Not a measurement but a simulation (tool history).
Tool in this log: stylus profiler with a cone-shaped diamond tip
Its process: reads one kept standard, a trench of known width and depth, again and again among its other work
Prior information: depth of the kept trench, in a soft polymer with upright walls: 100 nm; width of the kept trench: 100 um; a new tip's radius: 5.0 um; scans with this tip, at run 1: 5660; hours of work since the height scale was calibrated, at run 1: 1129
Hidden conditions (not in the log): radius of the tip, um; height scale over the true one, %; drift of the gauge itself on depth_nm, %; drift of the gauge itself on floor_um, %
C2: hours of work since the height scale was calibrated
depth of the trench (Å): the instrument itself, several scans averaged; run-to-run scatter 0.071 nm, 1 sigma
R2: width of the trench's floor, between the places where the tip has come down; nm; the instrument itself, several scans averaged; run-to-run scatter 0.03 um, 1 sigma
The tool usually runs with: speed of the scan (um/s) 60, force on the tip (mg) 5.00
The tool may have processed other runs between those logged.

Run 1, hour 0.0: usual settings; scans with this tip 5660; C2 1129. Result: depth of the trench (Å) 1019.4, R2 97630 nm.
Run 2, hour 52.2: usual settings; scans with this tip 5852; C2 1168. Result: depth of the trench (Å) 1021.2, R2 97650 nm.
At hour 102.7: height scale calibrated on a step standard.
Run 3, hour 124.2: usual settings; scans with this tip 6116; C2 16. Result: depth of the trench (Å) 1022.0, R2 97630 nm.
Run 4, hour 158.4: usual settings; scans with this tip 6241; C2 41. Result: depth of the trench (Å) 1022.2, R2 97600 nm.
Run 5, hour 221.8: usual settings but speed of the scan (um/s) 38; scans with this tip 6475; C2 87. Result: depth of the trench (Å) 1021.7, R2 97720 nm.
Run 6, hour 277.3: usual settings but force on the tip (mg) 11.28; scans with this tip 6679; C2 128. Result: depth of the trench (Å) 1033.8, R2 97650 nm.
Run 7, hour 351.1: usual settings but force on the tip (mg) 11.28; scans with this tip 6951; C2 182. Result: depth of the trench (Å) 1034.6, R2 97650 nm.
At hour 362.9: height scale calibrated on a step standard, once more.
Run 8, hour 403.2: usual settings but force on the tip (mg) 8.89; scans with this tip 7141; C2 30. Result: depth of the trench (Å) 1024.5, R2 97610 nm.
Run 9, hour 455.8: usual settings but force on the tip (mg) 8.89; scans with this tip 7335; C2 68. Result: depth of the trench (Å) 1025.0, R2 97630 nm.
Run 10, hour 530.5: usual settings; scans with this tip 7610; C2 123. Result: depth of the trench (Å) 1016.5, R2 97510 nm.
Run 11, hour 585.2: usual settings but speed of the scan (um/s) 157; scans with this tip 7811; C2 163. Result: depth of the trench (Å) 1017.0, R2 97210 nm.
Run 12, hour 637.3: usual settings but speed of the scan (um/s) 25; scans with this tip 8003; C2 202. Result: depth of the trench (Å) 1016.5, R2 97650 nm.
Run 13, hour 709.7: usual settings but speed of the scan (um/s) 25; scans with this tip 8269; C2 255. Result: depth of the trench (Å) 1017.1, R2 97660 nm.
Run 14, hour 744.5: usual settings but speed of the scan (um/s) 25; scans with this tip 8397; C2 280. Result: depth of the trench (Å) 1017.3, R2 97660 nm.
Run 15, hour 781.8: usual settings but speed of the scan (um/s) 25, force on the tip (mg) 3.67; scans with this tip 8535; C2 308. Result: depth of the trench (Å) 1014.6, R2 97650 nm.
Run 16, hour 814.6: usual settings but force on the tip (mg) 2.07; scans with this tip 8656; C2 332. Result: depth of the trench (Å) 1010.5, R2 97380 nm.
Run 17, hour 880.2: usual settings; scans with this tip 8897; C2 380. Result: depth of the trench (Å) 1017.2, R2 97520 nm.
Run 18, hour 926.2: usual settings; scans with this tip 9066; C2 414. Result: depth of the trench (Å) 1016.0, R2 97510 nm.
Run 19, hour 996.9: usual settings but speed of the scan (um/s) 123; scans with this tip 9327; C2 466. Result: depth of the trench (Å) 1018.1, R2 97270 nm.
Run 20, hour 1035.0: usual settings but speed of the scan (um/s) 123; scans with this tip 9467; C2 494. Result: depth of the trench (Å) 1018.3, R2 97200 nm.
Run 21, hour 1074.3: usual settings but speed of the scan (um/s) 123; scans with this tip 9612; C2 523. Result: depth of the trench (Å) 1018.7, R2 97230 nm.
Run 22, hour 1111.5: usual settings but speed of the scan (um/s) 123; scans with this tip 9749; C2 550. Result: depth of the trench (Å) 1018.7, R2 97240 nm.
Run 23, hour 1177.4: usual settings but speed of the scan (um/s) 44, force on the tip (mg) 14.29; scans with this tip 9991; C2 598. Result: depth of the trench (Å) 1034.3, R2 97570 nm.
Run 24, hour 1229.6: usual settings but speed of the scan (um/s) 16, force on the tip (mg) 4.22; scans with this tip 10183; C2 637. Result: depth of the trench (Å) 1016.8, R2 97590 nm.
Run 25, hour 1298.5: usual settings but speed of the scan (um/s) 16, force on the tip (mg) 4.22; scans with this tip 10437; C2 687. Result: depth of the trench (Å) 1017.6, R2 97630 nm.
Run 26, hour 1334.0: usual settings but speed of the scan (um/s) 105, force on the tip (mg) 4.22; scans with this tip 10568; C2 713. Result: depth of the trench (Å) 1019.1, R2 97280 nm.
Run 27, hour 1385.6: usual settings but speed of the scan (um/s) 197, force on the tip (mg) 2.43; scans with this tip 10758; C2 751. Result: depth of the trench (Å) 1013.0, R2 96640 nm.
Run 28, hour 1429.9: usual settings but speed of the scan (um/s) 76, force on the tip (mg) 2.59; scans with this tip 10920; C2 784. Result: depth of the trench (Å) 1013.8, R2 97260 nm.
Run 29, hour 1484.4: usual settings but speed of the scan (um/s) 45, force on the tip (mg) 9.52; scans with this tip 11121; C2 824. Result: depth of the trench (Å) 1028.3, R2 97550 nm.
Run 30, hour 1519.6: usual settings but speed of the scan (um/s) 37, force on the tip (mg) 2.25; scans with this tip 11251; C2 850. Result: depth of the trench (Å) 1012.5, R2 97390 nm.
Run 31, hour 1568.0: usual settings but speed of the scan (um/s) 53, force on the tip (mg) 1.86; scans with this tip 11429; C2 885. Result: depth of the trench (Å) 1013.1, R2 97320 nm.
Run 32, hour 1623.1: usual settings but speed of the scan (um/s) 70, force on the tip (mg) 1.97; scans with this tip 11632; C2 926. Result: depth of the trench (Å) 1012.4, R2 97260 nm.
Run 33, hour 1692.0: usual settings but speed of the scan (um/s) 70, force on the tip (mg) 1.97; scans with this tip 11886; C2 976. Result: depth of the trench (Å) 1012.5, R2 97240 nm.
Run 34, hour 1748.1: usual settings but speed of the scan (um/s) 65; scans with this tip 12092; C2 1017. Result: depth of the trench (Å) 1019.8, R2 97390 nm.
Run 35, hour 1817.1: usual settings but speed of the scan (um/s) 66, force on the tip (mg) 2.43; scans with this tip 12346; C2 1068. Result: depth of the trench (Å) 1014.2, R2 97290 nm.
Run 36, hour 1863.0: usual settings but speed of the scan (um/s) 76, force on the tip (mg) 12.45; scans with this tip 12515; C2 1102. Result: depth of the trench (Å) 1034.3, R2 97360 nm.
Run 37, hour 1899.9: usual settings but speed of the scan (um/s) 33, force on the tip (mg) 8.23; scans with this tip 12651; C2 1129. Result: depth of the trench (Å) 1027.4, R2 97510 nm.
Run 38, hour 1961.4: usual settings but speed of the scan (um/s) 189, force on the tip (mg) 5.87; scans with this tip 12877; C2 1174. Result: depth of the trench (Å) 1023.3, R2 96940 nm.
At hour 2003.6: height scale calibrated on a step standard.
Run 39, hour 2031.1: usual settings but speed of the scan (um/s) 231, force on the tip (mg) 4.15; scans with this tip 13132; C2 20. Result: depth of the trench (Å) 1014.4, R2 96680 nm.
Run 40, hour 2080.4: usual settings but speed of the scan (um/s) 48, force on the tip (mg) 4.63; scans with this tip 13314; C2 56. Result: depth of the trench (Å) 1016.2, R2 97340 nm.
Run 41, hour 2138.8: usual settings but speed of the scan (um/s) 129, force on the tip (mg) 6.82; scans with this tip 13529; C2 99. Result: depth of the trench (Å) 1020.1, R2 97160 nm.
Run 42, hour 2188.0: usual settings but speed of the scan (um/s) 129, force on the tip (mg) 8.52; scans with this tip 13710; C2 135. Result: depth of the trench (Å) 1024.5, R2 97240 nm.
Run 43, hour 2255.1: usual settings but speed of the scan (um/s) 22, force on the tip (mg) 2.54; scans with this tip 13956; C2 185. Result: depth of the trench (Å) 1010.9, R2 97360 nm.
Run 44, hour 2313.7: usual settings but force on the tip (mg) 7.66; scans with this tip 14172; C2 228. Result: depth of the trench (Å) 1022.0, R2 97350 nm.

3 options for the next run, each taken on its own from the tool as it stands now. Forecast them:
Run A, hour 2356.9: usual settings but speed of the scan (um/s) 45, force on the tip (mg) 7.68; scans with this tip 14332; C2 260. Result: depth of the trench (Å) ?, R2 ?.
Run B, hour 2356.9: usual settings but speed of the scan (um/s) 15, force on the tip (mg) 9.18; scans with this tip 14332; C2 260. Result: depth of the trench (Å) ?, R2 ?.
Run C, hour 2356.9: usual settings but speed of the scan (um/s) 22, force on the tip (mg) 9.18; scans with this tip 14332; C2 260. Result: depth of the trench (Å) ?, R2 ?.

run  depth of the trench (Å)     R2
  A                   1023.7  97330
  B                   1024.9  97480
  C                   1025.8  97450
Had the tool no hidden state, the same runs would have come out as:
run  depth of the trench (Å)     R2
  A                   1022.9  97820
  B                   1024.1  97970
  C                   1025.0  97930
